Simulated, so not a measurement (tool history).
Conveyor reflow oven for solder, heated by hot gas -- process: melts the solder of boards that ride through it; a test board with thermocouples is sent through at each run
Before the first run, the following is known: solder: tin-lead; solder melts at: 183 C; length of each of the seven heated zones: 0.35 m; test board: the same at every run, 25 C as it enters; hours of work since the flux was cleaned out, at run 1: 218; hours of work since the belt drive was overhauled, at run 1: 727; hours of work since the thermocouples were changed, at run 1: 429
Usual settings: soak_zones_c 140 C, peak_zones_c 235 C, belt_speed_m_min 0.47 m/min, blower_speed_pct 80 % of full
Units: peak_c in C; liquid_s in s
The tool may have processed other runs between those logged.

run	day	soak_zones_c	peak_zones_c	belt_speed_m_min	blower_speed_pct	hours of work since the flux was cleaned out	hours of work since the belt drive was overhauled	hours of work since the thermocouples were changed	peak_c	liquid_s
1	0	140	235	0.47	80	218	727	429	216.73	67.7
# day 3.029: flux residue cleaned out of gas plates and filters
2	3.029	140	235	0.47	80	0	758	460	218.58	69.6
3	5	140	235	0.47	80	21	779	481	218.24	69.4
4	7.242	140	235	0.47	80	46	803	506	218.3	69.5
5	9.129	140	235	0.47	80	66	824	526	218.08	69.3
6	12.021	140	235	0.47	80	98	855	558	218.1	69
7	14.9	140	235	0.47	80	129	886	589	217.95	69
8	16.462	140	235	0.51	80	146	903	606	214.84	60.5
9	19.162	140	235	0.47	80	175	933	635	217.73	68.7
10	21.279	140	235	0.47	80	198	956	658	217.57	68.7
11	23.454	140	235	0.47	80	222	979	682	217.29	68.5
# day 24.762: thermocouples of zones 6 and 7 changed
# day 26.138: flux residue cleaned out of gas plates and filters
12	26.242	140	235	0.47	80	1	1006	14	218.09	69.6
13	28.946	140	235	0.47	80	30	1036	43	217.96	69.5
14	31.396	140	229	0.47	80	57	1062	70	212.66	64.2
15	33.429	140	229	0.47	80	79	1084	92	212.66	64.2
# day 34.05: belt drive overhauled, speed set with a stopwatch
16	35.421	140	236	0.47	50	99	15	112	209.1	56.2
17	37.671	140	236	0.47	50	123	39	136	208.88	56.1
18	40.879	140	236	0.47	50	158	74	171	209.03	55.9
19	43.804	140	236	0.47	50	190	106	203	208.8	55.9
20	45.512	139	236	0.428	55	208	124	221	214.01	69
21	48.133	139	248	0.428	72	237	153	250	228.51	83.7
# day 49.608: flux residue cleaned out of gas plates and filters
22	50.917	139	248	0.428	72	14	181	277	230.56	85.2
23	53.271	131	224	0.417	87	40	206	303	211.63	67.8
24	55.3	144	232	0.479	81	62	228	325	215.73	66.5
25	57.012	140	235	0.47	68	80	247	344	214.89	64.6
26	58.738	140	235	0.47	68	99	266	362	214.62	64.4
27	61.458	140	235	0.47	68	129	295	392	214.59	64.3
28	63.15	140	240	0.47	71	147	313	410	219.62	69
29	66.154	148	246	0.429	80	180	346	443	231.15	89.7
30	68.429	129	239	0.387	83	204	371	467	225.87	87

Pick out some run-to-run changes in peak_c. Of each, how much would a tool without hidden state show as well, from the settings, what came in and chance, and how much is left for the hidden state and any gauge scatter not in both results compared?
The hidden state here: heat that the gas passes to the board, % of a clean oven's; belt's true speed, % of the reading; true gas temperature in zones 6 and 7 over the reading, C; drift of the gauge itself on peak_c, C; drift of the gauge itself on liquid_s, %.
Run 1 -> 2: flux residue cleaned out of gas plates and filters. peak_c +1.85 C: hidden state +1.75, all else +0.1.
Run 11 -> 12: thermocouples of zones 6 and 7 changed, flux residue cleaned out of gas plates and filters. peak_c +0.8 C: hidden state +0.69, all else +0.11.
Run 20 -> 21: peak_zones_c 236 -> 248, blower_speed_pct 55 -> 72. peak_c +14.5 C: hidden state -0.41, all else +14.91.
Run 21 -> 22: flux residue cleaned out of gas plates and filters. peak_c +2.05 C: hidden state +1.8, all else +0.25.
Run 22 -> 23: soak_zones_c 139 -> 131, peak_zones_c 248 -> 224, belt_speed_m_min 0.428 -> 0.417, blower_speed_pct 72 -> 87. peak_c -18.93 C: hidden state -0.1, all else -18.83.
Run 28 -> 29: soak_zones_c 140 -> 148, peak_zones_c 240 -> 246, belt_speed_m_min 0.47 -> 0.429, blower_speed_pct 71 -> 80. peak_c +11.53 C: hidden state +0.02, all else +11.51.
